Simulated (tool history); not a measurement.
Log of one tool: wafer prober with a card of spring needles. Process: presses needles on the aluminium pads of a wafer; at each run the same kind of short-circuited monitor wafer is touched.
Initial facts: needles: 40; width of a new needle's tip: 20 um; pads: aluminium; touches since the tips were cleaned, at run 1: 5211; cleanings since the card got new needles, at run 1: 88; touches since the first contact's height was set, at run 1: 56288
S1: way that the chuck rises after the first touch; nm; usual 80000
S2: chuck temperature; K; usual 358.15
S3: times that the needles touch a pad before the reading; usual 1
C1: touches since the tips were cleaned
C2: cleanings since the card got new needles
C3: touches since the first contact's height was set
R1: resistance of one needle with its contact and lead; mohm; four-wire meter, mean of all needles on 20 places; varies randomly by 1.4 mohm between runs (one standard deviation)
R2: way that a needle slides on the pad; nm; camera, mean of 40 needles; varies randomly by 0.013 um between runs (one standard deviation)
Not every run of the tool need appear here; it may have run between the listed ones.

run   hour     S1      S2  S3    C1   C2     C3   R1     R2
  1    0.0  80000  358.15   1  5211   88  56288  120  19930
       8.3  -- tips cleaned on abrasive film
      25.7  -- tips cleaned on abrasive film
  2   28.7  80000  358.15   1  1549   90  71290  119  19940
      46.7  -- tips cleaned on abrasive film
  3   52.9  80000  358.15   1  3246   91  83982  120  19940
      65.2  -- tips cleaned on abrasive film
      70.2  -- height of the first contact set anew
  4   73.5  80000  358.15   1  4228   92   1754  118  19950
      86.1  -- tips cleaned on abrasive film
  5   96.5  80000  358.15   1  5498   93  13797  121  19970
     104.4  -- tips cleaned on abrasive film
     123.6  -- tips cleaned on abrasive film
  6  135.7  80000  358.15   1  6382   95  34354  120  19970
     141.6  -- tips cleaned on abrasive film
     158.9  -- tips cleaned on abrasive film
     176.7  -- tips cleaned on abrasive film
  7  176.7  80000  358.15   1     0   98  55778  118  19980
     195.6  -- tips cleaned on abrasive film
     214.1  -- tips cleaned on abrasive film
  8  222.1  80000  358.15   1  4228  100  79576  120  19990
     234.1  -- tips cleaned on abrasive film
     246.9  -- height of the first contact set anew
     252.7  -- tips cleaned on abrasive film
  9  252.7  80000  358.15   1     0  102   2998  119  20020
     270.5  -- tips cleaned on abrasive film
 10  282.8  80000  358.15   1  6473  103  18816  121  19990
     288.5  -- tips cleaned on abrasive film
     307.1  -- tips cleaned on abrasive film
     326.0  -- tips cleaned on abrasive film
 11  328.1  80000  358.15   1  1102  106  42509  118  20020
     343.4  -- tips cleaned on abrasive film
     362.8  -- tips cleaned on abrasive film
 12  366.9  80000  358.15   1  2181  108  62820  119  20000
     381.5  -- tips cleaned on abrasive film
     398.4  -- tips cleaned on abrasive film
 13  406.4  80000  315.15   1  4222  110  83537  114  20030
     416.4  -- tips cleaned on abrasive film
     424.1  -- height of the first contact set anew
 14  430.5  80000  315.15   1  7314  111   3382  112  20060
     434.3  -- tips cleaned on abrasive film
     451.7  -- tips cleaned on abrasive film
 15  461.2  80000  309.15   1  5040  113  19442  112  20050
     472.8  -- tips cleaned on abrasive film
 16  484.2  90000  358.15   1  5985  114  31458  120  22560
     490.4  -- tips cleaned on abrasive film
     507.4  -- tips cleaned on abrasive film
 17  514.7  88000  375.15   1  3871  116  47447  121  22070
     525.0  -- tips cleaned on abrasive film
 18  534.4  71000  356.15   3  4949  117  57772  123  17810
     545.2  -- tips cleaned on abrasive film
 19  555.8  85000  337.15   2  5588  118  68951  115  21330
     563.7  -- tips cleaned on abrasive film
     582.4  -- tips cleaned on abrasive film
     600.2  -- tips cleaned on abrasive film
     600.5  -- height of the first contact set anew
 20  600.5  92000  337.15   2     0  121      0  113  23110
     620.7  -- tips cleaned on abrasive film
 21  621.3  92000  337.15   2   293  122  10876  116  23080
     639.7  -- tips cleaned on abrasive film
     659.5  -- tips cleaned on abrasive film
 22  665.2  92000  337.15   1  2990  124  33895  114  23100
     676.6  -- tips cleaned on abrasive film
     695.7  -- tips cleaned on abrasive film
 23  697.7  78000  384.15   1  1044  126  50928  120  19610
     713.7  -- tips cleaned on abrasive film
     730.9  -- tips cleaned on abrasive film
 24  730.9  78000  384.15   1     0  128  68314  126  19610
     749.7  -- tips cleaned on abrasive film
     766.7  -- tips cleaned on abrasive film
     777.0  -- height of the first contact set anew
 25  777.0  78000  384.15   1  5252  130      0  122  19620
     784.3  -- tips cleaned on abrasive film
     802.4  -- tips cleaned on abrasive film
 26  802.4  78000  384.15   1     0  132  13299  126  19610
     820.1  -- tips cleaned on abrasive film
     837.2  -- tips cleaned on abrasive film
 27  839.9  69000  302.15   1  1455  134  32949  113  17360
     855.8  -- tips cleaned on abrasive film
     875.8  -- tips cleaned on abrasive film
 28  882.0  69000  302.15   1  3247  136  54972  114  17370
     893.6  -- tips cleaned on abrasive film
 29  907.3  69000  318.15   1  7196  137  68252  118  17380
     911.0  -- tips cleaned on abrasive film
     930.3  -- tips cleaned on abrasive film
 30  940.0  62000  298.15   1  5124  139  85392  116  15630

For some of the steps in R2 from one run to the next: how much would appear even if the tool had no hidden state, given the settings, what came in and random variation, and how much remains for the hidden state plus any gauge scatter that the measured result and the result without hidden state don't share?
The hidden state here: debris on the tips, nm; way that the needles fall short of the set height, um; tips' diameter, um; drift of the gauge itself on contact_mohm, %; drift of the gauge itself on scrub_um, %.
Run 13 -> 14: tips cleaned on abrasive film, height of the first contact set anew. R2 +30 nm: hidden state +20, all else +10.
Run 17 -> 18: S1 88000 -> 71000, S2 375.15 -> 356.15, S3 1 -> 3, tips cleaned on abrasive film. R2 -4260 nm: hidden state -30, all else -4230.
Run 18 -> 19: S1 71000 -> 85000, S2 356.15 -> 337.15, S3 3 -> 2, tips cleaned on abrasive film. R2 +3520 nm: hidden state +30, all else +3490.
Run 22 -> 23: S1 92000 -> 78000, S2 337.15 -> 384.15, tips cleaned on abrasive film, tips cleaned on abrasive film. R2 -3490 nm: hidden state -20, all else -3470.

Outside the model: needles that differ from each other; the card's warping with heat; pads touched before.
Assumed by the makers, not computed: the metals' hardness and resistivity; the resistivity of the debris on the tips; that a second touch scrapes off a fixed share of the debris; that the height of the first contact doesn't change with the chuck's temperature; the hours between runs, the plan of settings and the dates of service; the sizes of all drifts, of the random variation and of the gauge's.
